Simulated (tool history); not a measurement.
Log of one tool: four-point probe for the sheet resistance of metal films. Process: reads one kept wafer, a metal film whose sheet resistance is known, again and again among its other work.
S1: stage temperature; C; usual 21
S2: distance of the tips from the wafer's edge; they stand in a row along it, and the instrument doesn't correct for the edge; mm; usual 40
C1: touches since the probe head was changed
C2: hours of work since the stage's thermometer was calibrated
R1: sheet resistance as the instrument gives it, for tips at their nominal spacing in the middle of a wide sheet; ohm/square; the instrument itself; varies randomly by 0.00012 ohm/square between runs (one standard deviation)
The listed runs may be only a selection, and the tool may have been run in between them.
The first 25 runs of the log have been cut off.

run 26 day=17.529 | S1=21 S2=21 | C1=67969 C2=327 | R1=0.612604
run 27 day=18.088 | S1=33 S2=3 | C1=68738 C2=337 | R1=0.612632
run 28 day=18.788 | S1=21 S2=23 | C1=69696 C2=349 | R1=0.612721
run 29 day=19.667 | S1=19 S2=8 | C1=70896 C2=364 | R1=0.615740
run 30 day=20.221 | S1=25 S2=5 | C1=71652 C2=374 | R1=0.613063
run 31 day=21.183 | S1=25 S2=5 | C1=72972 C2=391 | R1=0.612744
run 32 day=21.608 | S1=28 S2=40 | C1=73554 C2=398 | R1=0.607441
run 33 day=22.246 | S1=19 S2=59 | C1=74426 C2=409 | R1=0.614425
run 34 day=22.975 | S1=19 S2=59 | C1=75424 C2=422 | R1=0.614300
run 35 day=23.483 | S1=31 S2=59 | C1=76117 C2=431 | R1=0.605234
run 36 day=24.446 | S1=31 S2=59 | C1=77432 C2=448 | R1=0.605373
run 37 day=25.312 | S1=19 S2=6 | C1=78619 C2=463 | R1=0.616865
run 38 day=26.254 | S1=19 S2=6 | C1=79905 C2=479 | R1=0.616883
-- day=26.967 new probe head fitted
run 39 day=27.229 | S1=33 S2=24 | C1=355 C2=495 | R1=0.605811
run 40 day=28.017 | S1=25 S2=16 | C1=1434 C2=509 | R1=0.611791
run 41 day=28.767 | S1=25 S2=16 | C1=2461 C2=522 | R1=0.612073
run 42 day=29.250 | S1=21 S2=38 | C1=3124 C2=531 | R1=0.614773
run 43 day=30.000 | S1=19 S2=55 | C1=4149 C2=544 | R1=0.616394
run 44 day=30.738 | S1=21 S2=45 | C1=5159 C2=557 | R1=0.614970
run 45 day=31.183 | S1=21 S2=45 | C1=5768 C2=564 | R1=0.614669

Branching from run 45: 3 alternative next runs. What would each branch give?
run A day=31.904 | S1=21 S2=22 | C1=6754 C2=577 | R1=?
run B day=31.904 | S1=21 S2=21 | C1=6754 C2=577 | R1=?
run C day=31.904 | S1=21 S2=41 | C1=6754 C2=577 | R1=?

run=A R1=0.615121
run=B R1=0.614910
run=C R1=0.615080
With no hidden state in the tool, these same runs would have given:
run=A R1=0.613522
run=B R1=0.613312
run=C R1=0.613481

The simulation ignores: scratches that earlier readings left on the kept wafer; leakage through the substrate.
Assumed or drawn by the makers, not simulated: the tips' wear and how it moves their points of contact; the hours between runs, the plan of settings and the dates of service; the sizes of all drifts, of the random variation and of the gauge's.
